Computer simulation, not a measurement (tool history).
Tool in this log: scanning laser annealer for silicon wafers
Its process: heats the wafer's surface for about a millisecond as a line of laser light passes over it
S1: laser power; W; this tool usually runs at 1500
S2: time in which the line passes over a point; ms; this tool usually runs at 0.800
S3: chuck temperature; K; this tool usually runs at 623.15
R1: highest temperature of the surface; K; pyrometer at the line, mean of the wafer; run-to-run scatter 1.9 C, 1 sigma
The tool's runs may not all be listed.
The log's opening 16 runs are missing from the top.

run 17 hour=165.7 | S1=1500 S2=0.800 S3=623.15 | R1=1348.15
run 18 hour=178.6 | S1=1500 S2=0.800 S3=643.15 | R1=1366.15
run 19 hour=191.5 | S1=1500 S2=0.800 S3=643.15 | R1=1367.15
run 20 hour=206.2 | S1=1290 S2=0.669 S3=624.15 | R1=1192.15
run 21 hour=215.0 | S1=1487 S2=0.717 S3=623.15 | R1=1299.15
run 22 hour=223.3 | S1=1551 S2=0.717 S3=623.15 | R1=1324.15
-- hour=237.2 optics aligned, line set to its width
run 23 hour=237.2 | S1=1464 S2=0.866 S3=615.15 | R1=1363.15
run 24 hour=248.4 | S1=1562 S2=0.570 S3=626.15 | R1=1250.15
run 25 hour=260.5 | S1=1551 S2=0.750 S3=584.15 | R1=1309.15
run 26 hour=267.5 | S1=1500 S2=0.833 S3=596.15 | R1=1346.15
run 27 hour=275.1 | S1=1500 S2=0.833 S3=596.15 | R1=1341.15
run 28 hour=287.6 | S1=1500 S2=0.833 S3=596.15 | R1=1341.15
run 29 hour=300.8 | S1=1386 S2=0.615 S3=593.15 | R1=1175.15
run 30 hour=310.3 | S1=1374 S2=0.698 S3=593.15 | R1=1216.15
run 31 hour=322.1 | S1=1374 S2=0.698 S3=593.15 | R1=1216.15
run 32 hour=330.4 | S1=1375 S2=0.843 S3=623.15 | R1=1315.15
run 33 hour=342.8 | S1=1580 S2=0.946 S3=610.15 | R1=1449.15
run 34 hour=357.4 | S1=1449 S2=0.657 S3=645.15 | R1=1274.15
run 35 hour=367.1 | S1=1449 S2=0.950 S3=632.15 | R1=1412.15
run 36 hour=381.0 | S1=1500 S2=0.800 S3=600.15 | R1=1329.15
run 37 hour=392.8 | S1=1497 S2=0.836 S3=638.15 | R1=1384.15

4 ways to go on from here, each from the tool as it stands after run 37. What would each give?
run A hour=407.6 | S1=1346 S2=0.785 S3=626.15 | R1=?
run B hour=407.6 | S1=1417 S2=0.800 S3=623.15 | R1=?
run C hour=407.6 | S1=1610 S2=0.800 S3=623.15 | R1=?
run D hour=407.6 | S1=1538 S2=0.800 S3=623.15 | R1=?

run=A R1=1279.15
run=B R1=1314.15
run=C R1=1399.15
run=D R1=1366.15
With no hidden state in the tool, these same runs would have given:
run=A R1=1287.15
run=B R1=1323.15
run=C R1=1409.15
run=D R1=1375.15
